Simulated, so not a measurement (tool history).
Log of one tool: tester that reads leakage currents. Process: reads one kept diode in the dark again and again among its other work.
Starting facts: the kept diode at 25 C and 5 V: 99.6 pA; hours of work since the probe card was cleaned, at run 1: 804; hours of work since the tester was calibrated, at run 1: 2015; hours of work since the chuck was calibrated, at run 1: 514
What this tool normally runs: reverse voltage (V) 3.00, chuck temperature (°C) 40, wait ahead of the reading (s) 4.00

| run | hour | reverse voltage (V) | chuck temperature (°C) | wait ahead of the reading (s) | hours of work since the probe card was cleaned | hours of work since the tester was calibrated | hours of work since the chuck was calibrated | current that the tester gives (pA) |
|---|---|---|---|---|---|---|---|---|
| 1 | 0.0 | 3.00 | 40 | 4.00 | 804 | 2015 | 514 | 300.10 |
| 2 | 82.2 | 3.00 | 40 | 4.00 | 866 | 2077 | 577 | 300.21 |
| 3 | 151.3 | 3.00 | 40 | 4.00 | 919 | 2130 | 629 | 301.28 |
| 4 | 240.3 | 3.00 | 26 | 4.00 | 986 | 2197 | 696 | 94.29 |
| 5 | 323.8 | 3.00 | 26 | 4.00 | 1049 | 2260 | 760 | 94.20 |
| 6 | 367.5 | 3.00 | 26 | 4.00 | 1082 | 2293 | 793 | 95.28 |
| 7 | 406.9 | 3.00 | 26 | 4.00 | 1112 | 2323 | 822 | 94.87 |
|  | 438.3 | tester calibrated |
|  | 462.9 | probe card cleaned and baked |
| 8 | 474.2 | 3.00 | 26 | 4.00 | 9 | 25 | 870 | 91.77 |
| 9 | 532.4 | 3.00 | 40 | 6.04 | 53 | 69 | 914 | 304.62 |
| 10 | 583.4 | 3.00 | 37 | 4.00 | 91 | 108 | 952 | 238.05 |
| 11 | 645.2 | 6.35 | 37 | 4.00 | 138 | 154 | 999 | 315.32 |
| 12 | 704.8 | 3.00 | 38 | 4.00 | 183 | 200 | 1044 | 258.64 |
| 13 | 750.6 | 3.00 | 38 | 4.00 | 218 | 234 | 1079 | 259.49 |
| 14 | 827.0 | 3.00 | 38 | 4.00 | 276 | 292 | 1137 | 260.48 |
| 15 | 878.6 | 1.65 | 40 | 0.64 | 315 | 331 | 1176 | 243.45 |
| 16 | 958.0 | 1.65 | 40 | 0.64 | 375 | 391 | 1236 | 244.65 |
| 17 | 1009.1 | 1.65 | 40 | 0.64 | 414 | 430 | 1275 | 245.69 |
| 18 | 1091.4 | 1.65 | 40 | 0.64 | 476 | 492 | 1337 | 244.77 |
| 19 | 1135.4 | 1.65 | 40 | 0.64 | 509 | 526 | 1370 | 245.21 |
| 20 | 1216.1 | 8.81 | 45 | 4.00 | 570 | 587 | 1431 | 693.23 |
| 21 | 1294.8 | 3.93 | 45 | 0.98 | 630 | 646 | 1491 | 510.77 |
| 22 | 1345.5 | 3.93 | 47 | 0.98 | 668 | 685 | 1529 | 597.99 |
| 23 | 1387.6 | 3.93 | 47 | 0.98 | 700 | 717 | 1561 | 597.86 |
| 24 | 1458.1 | 3.93 | 47 | 0.98 | 754 | 770 | 1615 | 601.82 |
| 25 | 1538.0 | 3.00 | 40 | 2.78 | 814 | 830 | 1675 | 311.67 |

Predict each of these 4 candidate next runs independently; none follows another, all start after run 25:
| A | 1589.2 | 3.41 | 40 | 2.78 | 853 | 869 | 1714 | ? |
| B | 1589.2 | 2.92 | 29 | 0.80 | 853 | 869 | 1714 | ? |
| C | 1589.2 | 1.26 | 40 | 2.78 | 853 | 869 | 1714 | ? |
| D | 1589.2 | 3.00 | 50 | 4.00 | 853 | 869 | 1714 | ? |

| run | current that the tester gives (pA) |
|---|---|
| A | 329.63 |
| B | 124.83 |
| C | 224.64 |
| D | 683.56 |
Stripped of hidden state, with their random variation kept, the same runs would have yielded:
| run | current that the tester gives (pA) |
|---|---|
| A | 313.09 |
| B | 116.41 |
| C | 214.56 |
| D | 655.59 |

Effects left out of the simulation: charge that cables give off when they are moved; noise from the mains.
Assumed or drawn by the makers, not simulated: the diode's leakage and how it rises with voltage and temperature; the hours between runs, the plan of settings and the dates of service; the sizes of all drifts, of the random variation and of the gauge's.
